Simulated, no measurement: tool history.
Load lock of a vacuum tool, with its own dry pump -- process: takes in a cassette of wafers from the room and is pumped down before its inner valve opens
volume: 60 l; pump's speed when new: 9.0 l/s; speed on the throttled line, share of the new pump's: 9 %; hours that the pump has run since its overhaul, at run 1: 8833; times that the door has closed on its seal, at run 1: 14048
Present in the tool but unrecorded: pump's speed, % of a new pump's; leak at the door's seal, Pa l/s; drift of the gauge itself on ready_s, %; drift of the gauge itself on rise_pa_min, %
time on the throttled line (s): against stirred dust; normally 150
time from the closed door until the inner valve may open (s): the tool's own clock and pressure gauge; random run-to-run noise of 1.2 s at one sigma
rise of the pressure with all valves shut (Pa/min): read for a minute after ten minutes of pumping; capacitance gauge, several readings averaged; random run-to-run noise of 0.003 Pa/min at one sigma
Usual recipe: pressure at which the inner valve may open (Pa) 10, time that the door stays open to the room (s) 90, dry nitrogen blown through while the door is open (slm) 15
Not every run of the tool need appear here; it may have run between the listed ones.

run    hour  time on the throttled line (s)  pressure at which the inner valve may open (Pa)  time that the door stays open to the room (s)  dry nitrogen blown through while the door is open (slm)  hours that the pump has run since its overhaul  times that the door has closed on its seal  incoming humidity of the room's air, %  time from the closed door until the inner valve may open (s)  rise of the pressure with all valves shut (Pa/min)
  1     0.0                             150                                               10                                             90                                                       15                                            8833                                       14048                                    46.0                                                         202.7                                               0.098
  2   118.3                             150                                               10                                             90                                                       15                                            8951                                       14353                                    44.4                                                         204.5                                               0.097
  3   199.8                             150                                               10                                             90                                                       15                                            9033                                       14563                                    45.8                                                         204.3                                               0.103
  4   325.5                             150                                               10                                             90                                                       15                                            9159                                       14887                                    40.1                                                         204.0                                               0.096
  5   428.2                             150                                               10                                             90                                                       15                                            9261                                       15151                                    46.7                                                         206.1                                               0.105
  6   523.2                             150                                               10                                             90                                                       15                                            9356                                       15397                                    45.3                                                         207.5                                               0.103
  7   590.7                             150                                               10                                             47                                                       15                                            9424                                       15571                                    42.8                                                         204.7                                               0.093
  8   676.1                             150                                               10                                             47                                                       15                                            9509                                       15791                                    45.5                                                         207.8                                               0.090
  9   765.9                             150                                               10                                             47                                                       15                                            9599                                       16022                                    45.9                                                         206.5                                               0.093
 10   840.5                             150                                               10                                            146                                                       15                                            9674                                       16215                                    42.9                                                         206.6                                               0.118
 11   910.9                             150                                               10                                            146                                                       15                                            9744                                       16396                                    45.1                                                         204.8                                               0.120
 12   992.5                             150                                               10                                             90                                                       15                                            9826                                       16607                                    43.1                                                         205.4                                               0.107
 13  1077.6                             150                                               10                                             90                                                       15                                            9911                                       16826                                    49.0                                                         203.9                                               0.111
 14  1223.1                             150                                               10                                             53                                                       15                                           10056                                       17201                                    45.1                                                         206.7                                               0.103
 15  1368.3                             150                                               10                                             36                                                       15                                           10201                                       17575                                    43.1                                                         205.5                                               0.096
 16  1486.1                             150                                               10                                             90                                                       15                                           10319                                       17879                                    47.9                                                         205.6                                               0.118
 17  1597.7                             206                                               10                                             90                                                       19                                           10431                                       18167                                    44.4                                                         257.6                                               0.115
 18  1737.3                             206                                               10                                             90                                                       19                                           10570                                       18527                                    46.1                                                         254.6                                               0.116
 19  1825.8                             150                                               11                                             90                                                       30                                           10659                                       18755                                    45.9                                                         205.9                                               0.111
 20  1952.0                             150                                               11                                             73                                                       30                                           10785                                       19080                                    42.9                                                         205.1                                               0.106
 21  2083.1                             265                                                7                                             37                                                       17                                           10916                                       19418                                    43.7                                                         311.5                                               0.113
 22  2199.1                             103                                               10                                             90                                                        9                                           11032                                       19717                                    43.9                                                         164.7                                               0.136
 23  2331.1                             103                                               10                                             90                                                        9                                           11164                                       20058                                    47.2                                                         162.5                                               0.143
 24  2476.6                             277                                               10                                             43                                                        9                                           11310                                       20433                                    46.8                                                         319.4                                               0.131
 25  2568.8                             138                                               16                                             92                                                       23                                           11402                                       20671                                    45.7                                                         192.9                                               0.135
 26  2667.5                             104                                               10                                             40                                                        4                                           11501                                       20925                                    43.8                                                         165.2                                               0.130
 27  2796.2                             104                                               10                                             40                                                        4                                           11629                                       21257                                    45.8                                                         164.6                                               0.137
 28  2867.0                             140                                               12                                            227                                                        4                                           11700                                       21439                                    42.4                                                         195.7                                               0.177
 29  2936.4                             228                                               12                                            227                                                       33                                           11769                                       21618                                    39.6                                                         275.1                                               0.133
 30  3054.7                             150                                                8                                             48                                                       15                                           11888                                       21923                                    46.5                                                         207.3                                               0.135
 31  3188.6                             150                                               19                                             31                                                       15                                           12022                                       22269                                    47.2                                                         201.8                                               0.126
 32  3330.5                             150                                               15                                             90                                                       15                                           12164                                       22634                                    46.2                                                         203.8                                               0.145

Predict each of these 5 candidate next runs independently; none follows another, all start after run 32:
  A  3446.5                             150                                               14                                             90                                                        9                                           12280                                       22933                                    46.2                                                             ?                                                   ?
  B  3446.5                             150                                               12                                            101                                                       20                                           12280                                       22933                                    45.4                                                             ?                                                   ?
  C  3446.5                              82                                               15                                            121                                                       15                                           12280                                       22933                                    45.2                                                             ?                                                   ?
  D  3446.5                             282                                               15                                            131                                                       15                                           12280                                       22933                                    45.1                                                             ?                                                   ?
  E  3446.5                             150                                               15                                             90                                                       10                                           12280                                       22933                                    48.9                                                             ?                                                   ?

run  time from the closed door until the inner valve may open (s)  rise of the pressure with all valves shut (Pa/min)
  A                                                         202.3                                               0.156
  B                                                         204.7                                               0.150
  C                                                         143.1                                               0.155
  D                                                         326.1                                               0.161
  E                                                         204.8                                               0.158
Take away the tool's hidden state, keep each run's random variation, and the runs would have read:
run  time from the closed door until the inner valve may open (s)  rise of the pressure with all valves shut (Pa/min)
  A                                                         194.7                                               0.057
  B                                                         196.9                                               0.049
  C                                                         134.5                                               0.056
  D                                                         320.3                                               0.062
  E                                                         197.0                                               0.059
